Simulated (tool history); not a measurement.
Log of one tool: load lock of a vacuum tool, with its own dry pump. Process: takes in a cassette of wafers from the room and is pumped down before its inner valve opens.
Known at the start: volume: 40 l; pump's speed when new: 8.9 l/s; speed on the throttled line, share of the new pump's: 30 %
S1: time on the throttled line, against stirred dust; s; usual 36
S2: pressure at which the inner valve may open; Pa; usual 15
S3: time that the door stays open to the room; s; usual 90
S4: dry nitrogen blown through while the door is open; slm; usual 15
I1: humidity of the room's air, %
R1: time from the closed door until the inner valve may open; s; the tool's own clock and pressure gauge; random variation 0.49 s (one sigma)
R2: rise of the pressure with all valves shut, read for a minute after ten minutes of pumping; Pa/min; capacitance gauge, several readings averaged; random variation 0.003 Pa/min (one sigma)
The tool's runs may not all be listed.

Run 1, hour 0.0: usual settings; I1 42.5. Result: R1 66.0 s, R2 0.092 Pa/min.
Run 2, hour 161.8: usual settings; I1 46.8. Result: R1 66.5 s, R2 0.103 Pa/min.
Run 3, hour 335.0: usual settings; I1 45.3. Result: R1 65.7 s, R2 0.104 Pa/min.
Run 4, hour 476.3: usual settings; I1 43.8. Result: R1 65.5 s, R2 0.117 Pa/min.
Run 5, hour 652.7: usual settings but S1 31 s; I1 45.9. Result: R1 62.4 s, R2 0.127 Pa/min.
Run 6, hour 762.8: usual settings; I1 42.0. Result: R1 66.9 s, R2 0.121 Pa/min.
Run 7, hour 935.0: usual settings; I1 44.8. Result: R1 66.2 s, R2 0.133 Pa/min.
Run 8, hour 1132.1: usual settings; I1 45.0. Result: R1 66.6 s, R2 0.144 Pa/min.
Run 9, hour 1268.0: usual settings but S2 11 Pa; I1 46.2. Result: R1 67.3 s, R2 0.156 Pa/min.
Run 10, hour 1446.3: usual settings but S2 11 Pa; I1 45.1. Result: R1 68.2 s, R2 0.155 Pa/min.
Run 11, hour 1643.1: usual settings but S3 104 s; I1 50.8. Result: R1 66.4 s, R2 0.175 Pa/min.
Run 12, hour 1773.4: usual settings but S3 104 s; I1 45.1. Result: R1 66.8 s, R2 0.186 Pa/min.
Run 13, hour 1887.2: usual settings; I1 41.2. Result: R1 66.4 s, R2 0.180 Pa/min.
Run 14, hour 1985.4: usual settings; I1 47.7. Result: R1 66.6 s, R2 0.196 Pa/min.
Run 15, hour 2168.8: usual settings; I1 44.8. Result: R1 66.5 s, R2 0.199 Pa/min.
Run 16, hour 2284.7: usual settings but S2 11 Pa; I1 46.8. Result: R1 67.4 s, R2 0.207 Pa/min.
Run 17, hour 2370.8: usual settings; I1 41.0. Result: R1 67.1 s, R2 0.205 Pa/min.
Run 18, hour 2537.8: usual settings but S4 21 slm; I1 44.5. Result: R1 67.8 s, R2 0.218 Pa/min.
Run 19, hour 2703.6: usual settings but S4 21 slm; I1 47.0. Result: R1 66.8 s, R2 0.223 Pa/min.
Run 20, hour 2804.6: usual settings but S2 13 Pa, S3 31 s; I1 42.1. Result: R1 66.9 s, R2 0.221 Pa/min.
Run 21, hour 2978.0: usual settings but S1 23 s, S2 22 Pa; I1 44.0. Result: R1 56.9 s, R2 0.244 Pa/min.
Run 22, hour 3069.0: usual settings but S1 23 s, S2 22 Pa; I1 44.6. Result: R1 55.6 s, R2 0.259 Pa/min.
Run 23, hour 3185.9: usual settings but S1 45 s, S2 12 Pa, S4 5 slm; I1 46.6. Result: R1 74.6 s, R2 0.295 Pa/min.
Run 24, hour 3365.1: usual settings but S1 70 s, S2 25 Pa, S3 25 s; I1 45.2. Result: R1 88.5 s, R2 0.264 Pa/min.
Run 25, hour 3480.2: usual settings but S2 12 Pa, S3 132 s, S4 9 slm; I1 42.9. Result: R1 67.9 s, R2 0.306 Pa/min.
Run 26, hour 3654.4: usual settings but S1 20 s, S2 19 Pa, S3 109 s; I1 47.5. Result: R1 55.4 s, R2 0.312 Pa/min.
Run 27, hour 3751.8: usual settings but S1 32 s, S3 53 s, S4 28 slm; I1 42.7. Result: R1 65.1 s, R2 0.287 Pa/min.
Run 28, hour 3858.2: usual settings but S1 62 s, S3 182 s; I1 46.4. Result: R1 84.6 s, R2 0.350 Pa/min.
Run 29, hour 3981.3: usual settings but S1 44 s, S4 19 slm; I1 40.9. Result: R1 72.4 s, R2 0.319 Pa/min.
Run 30, hour 4129.2: usual settings but S1 44 s, S4 19 slm; I1 44.1. Result: R1 74.0 s, R2 0.333 Pa/min.
Run 31, hour 4283.0: usual settings but S1 44 s, S4 19 slm; I1 42.5. Result: R1 73.7 s, R2 0.351 Pa/min.
Run 32, hour 4365.2: usual settings but S1 24 s, S2 10 Pa; I1 43.7. Result: R1 61.5 s, R2 0.363 Pa/min.
Run 33, hour 4451.3: usual settings but S1 24 s, S2 10 Pa; I1 43.9. Result: R1 61.3 s, R2 0.368 Pa/min.
Run 34, hour 4648.2: usual settings but S2 19 Pa, S3 193 s; I1 42.7. Result: R1 66.5 s, R2 0.405 Pa/min.
Run 35, hour 4800.7: usual settings but S1 39 s, S2 16 Pa, S3 31 s, S4 5 slm; I1 43.4. Result: R1 69.8 s, R2 0.387 Pa/min.
Run 36, hour 4981.1: usual settings but S1 39 s, S2 16 Pa, S3 31 s, S4 5 slm; I1 44.7. Result: R1 70.2 s, R2 0.409 Pa/min.
Run 37, hour 5116.6: usual settings but S1 57 s, S2 16 Pa, S3 59 s, S4 5 slm; I1 46.7. Result: R1 81.9 s, R2 0.444 Pa/min.

Forecast each of these 3 alternatives for the next run:
Run A, hour 5254.1: usual settings but S1 57 s, S2 16 Pa, S3 59 s, S4 22 slm; I1 44.2. Result: R1 ?, R2 ?.
Run B, hour 5254.1: usual settings but S1 27 s, S2 16 Pa, S3 88 s, S4 5 slm; I1 43.8. Result: R1 ?, R2 ?.
Run C, hour 5254.1: usual settings but S1 57 s, S2 16 Pa, S3 61 s, S4 5 slm; I1 45.6. Result: R1 ?, R2 ?.

run    R1     R2
  A  80.7  0.420
  B  62.1  0.457
  C  81.0  0.451
Without the tool's hidden state the same runs would have given:
run    R1     R2
  A  78.3  0.036
  B  58.7  0.073
  C  78.6  0.064

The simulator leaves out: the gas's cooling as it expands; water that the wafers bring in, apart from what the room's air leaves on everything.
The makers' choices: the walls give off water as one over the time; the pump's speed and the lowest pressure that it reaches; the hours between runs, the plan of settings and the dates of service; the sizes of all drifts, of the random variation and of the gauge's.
